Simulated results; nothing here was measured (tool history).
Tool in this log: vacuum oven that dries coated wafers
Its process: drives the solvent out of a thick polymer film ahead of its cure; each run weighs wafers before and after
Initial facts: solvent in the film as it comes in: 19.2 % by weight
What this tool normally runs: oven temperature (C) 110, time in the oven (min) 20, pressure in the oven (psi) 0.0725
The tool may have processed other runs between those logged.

| run | hour | oven temperature (C) | time in the oven (min) | pressure in the oven (psi) | solvent left in the film (%) |
|---|---|---|---|---|---|
| 1 | 0.0 | 110 | 20 | 0.0725 | 4.75 |
| 2 | 18.5 | 110 | 20 | 0.0725 | 4.76 |
| 3 | 33.5 | 110 | 20 | 0.0725 | 4.78 |
| 4 | 43.3 | 110 | 20 | 0.0725 | 4.79 |
| 5 | 52.1 | 110 | 20 | 0.0725 | 4.77 |
| 6 | 65.4 | 110 | 20 | 0.0725 | 4.73 |
| 7 | 82.8 | 110 | 20 | 0.1041 | 4.97 |
| 8 | 95.3 | 110 | 20 | 0.2219 | 5.68 |
| 9 | 112.9 | 110 | 20 | 0.2219 | 5.67 |
| 10 | 130.0 | 110 | 20 | 0.2219 | 5.65 |
| 11 | 141.5 | 110 | 20 | 0.0725 | 4.79 |
| 12 | 152.8 | 110 | 20 | 0.0725 | 4.75 |
| 13 | 163.5 | 110 | 20 | 0.0725 | 4.72 |
| 14 | 174.4 | 110 | 20 | 0.0725 | 4.74 |
| 15 | 186.2 | 110 | 20 | 0.0725 | 4.75 |
| 16 | 196.4 | 110 | 23 | 0.0725 | 4.03 |
| 17 | 212.1 | 110 | 23 | 0.0725 | 4.00 |
| 18 | 220.1 | 110 | 20 | 0.0677 | 4.70 |
| 19 | 236.2 | 110 | 20 | 0.0677 | 4.76 |
|  | 239.4 | oven's thermocouples calibrated |
| 20 | 256.6 | 117 | 20 | 0.0725 | 3.20 |
| 21 | 273.0 | 114 | 13 | 0.2676 | 7.01 |
| 22 | 284.8 | 104 | 35 | 0.0711 | 3.17 |
|  | 290.1 | oven's thermocouples calibrated, once more |
| 23 | 294.8 | 115 | 11 | 0.0548 | 7.02 |
| 24 | 310.1 | 115 | 11 | 0.0548 | 6.98 |
| 25 | 319.6 | 113 | 20 | 0.0548 | 4.17 |
| 26 | 335.8 | 110 | 20 | 0.2366 | 5.92 |
| 27 | 345.1 | 97 | 17 | 0.0725 | 8.80 |
| 28 | 361.4 | 110 | 20 | 0.1308 | 5.26 |
| 29 | 372.3 | 111 | 11 | 0.0725 | 7.91 |
| 30 | 383.1 | 111 | 11 | 0.0725 | 7.94 |
| 31 | 398.3 | 111 | 11 | 0.0725 | 7.94 |
| 32 | 414.4 | 119 | 22 | 0.0725 | 2.70 |
| 33 | 432.6 | 119 | 22 | 0.0725 | 2.66 |
| 34 | 444.3 | 95 | 17 | 0.0680 | 9.19 |
| 35 | 455.2 | 95 | 17 | 0.0680 | 9.21 |
| 36 | 469.9 | 109 | 23 | 0.0421 | 4.19 |
| 37 | 483.7 | 107 | 23 | 0.1005 | 5.01 |
| 38 | 499.8 | 95 | 20 | 0.1273 | 8.88 |
| 39 | 511.1 | 95 | 11 | 0.1273 | 11.47 |

What if the next run were any one of these 4? Each begins from the tool's condition after run 39:
| A | 529.4 | 110 | 20 | 0.0365 | ? |
| B | 529.4 | 95 | 27 | 0.1273 | ? |
| C | 529.4 | 95 | 35 | 0.0593 | ? |
| D | 529.4 | 95 | 11 | 0.0500 | ? |

| run | solvent left in the film (%) |
|---|---|
| A | 4.66 |
| B | 7.36 |
| C | 5.32 |
| D | 11.02 |
Stripped of hidden state, with their random variation kept, the same runs would have yielded:
| run | solvent left in the film (%) |
|---|---|
| A | 4.64 |
| B | 7.30 |
| C | 5.23 |
| D | 10.99 |
